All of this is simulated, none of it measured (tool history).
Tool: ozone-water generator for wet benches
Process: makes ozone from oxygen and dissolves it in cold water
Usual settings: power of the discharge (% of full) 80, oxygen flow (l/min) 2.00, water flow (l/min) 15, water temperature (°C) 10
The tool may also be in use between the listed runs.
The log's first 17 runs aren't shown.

run,hour,power of the discharge (% of full),oxygen flow (l/min),water flow (l/min),water temperature (°C),hours of work since the electrodes were changed,hours of work since the contactor was cleaned,hours of work since the thermometer was calibrated,dissolved ozone (ppm),ozone in the gas ahead of the water (g/m3)
18,2743.9,80,2.00,15,10,3240,1539,2011,15.3,194.8
19,2849.9,55,2.05,22,5,3326,1624,2097,8.0,143.0
20,2989.7,73,2.01,10,6,3438,1737,2209,20.8,181.3
21,3182.1,80,1.96,14,10,3593,1892,2364,16.0,194.7
22,3311.0,51,2.30,16,7,3697,1996,2468,10.2,124.1
23,3416.4,80,2.92,15,8,3782,2080,2553,15.6,151.5
24,3594.5,80,1.49,18,8,3926,2224,2697,11.5,225.1
25,3744.2,80,1.49,18,8,4046,2345,2817,11.5,223.0
26,3870.4,80,1.49,18,8,4148,2446,2919,11.4,223.1
27,4026.5,80,1.49,18,8,4274,2572,3045,11.4,219.7
28,4111.2,60,2.96,13,5,4342,2640,3113,14.3,117.3
29,4257.1,47,2.00,12,10,4460,2758,3231,11.6,122.5
30,4354.3,47,1.32,12,8,4538,2836,3309,10.8,156.9
31,4487.0,47,1.32,12,8,4645,2943,3416,10.9,156.3
# hour 4534.5: contactor cleaned
32,4668.8,47,1.32,12,8,4788,108,3559,11.0,154.2
33,4824.4,80,2.00,15,6,4914,234,3685,14.4,178.7

Forecast each of these 3 alternatives for the next run:
A,4971.6,55,2.00,11,6,5032,352,3803,?,?
B,4971.6,80,2.00,9,6,5032,352,3803,?,?
C,4971.6,93,2.00,15,10,5032,352,3803,?,?

run,dissolved ozone (ppm),ozone in the gas ahead of the water (g/m3)
A,14.5,134.3
B,22.9,178.3
C,15.3,196.4
Without the tool's hidden state the same runs would have given:
run,dissolved ozone (ppm),ozone in the gas ahead of the water (g/m3)
A,17.8,162.8
B,30.1,232.3
C,20.7,263.5
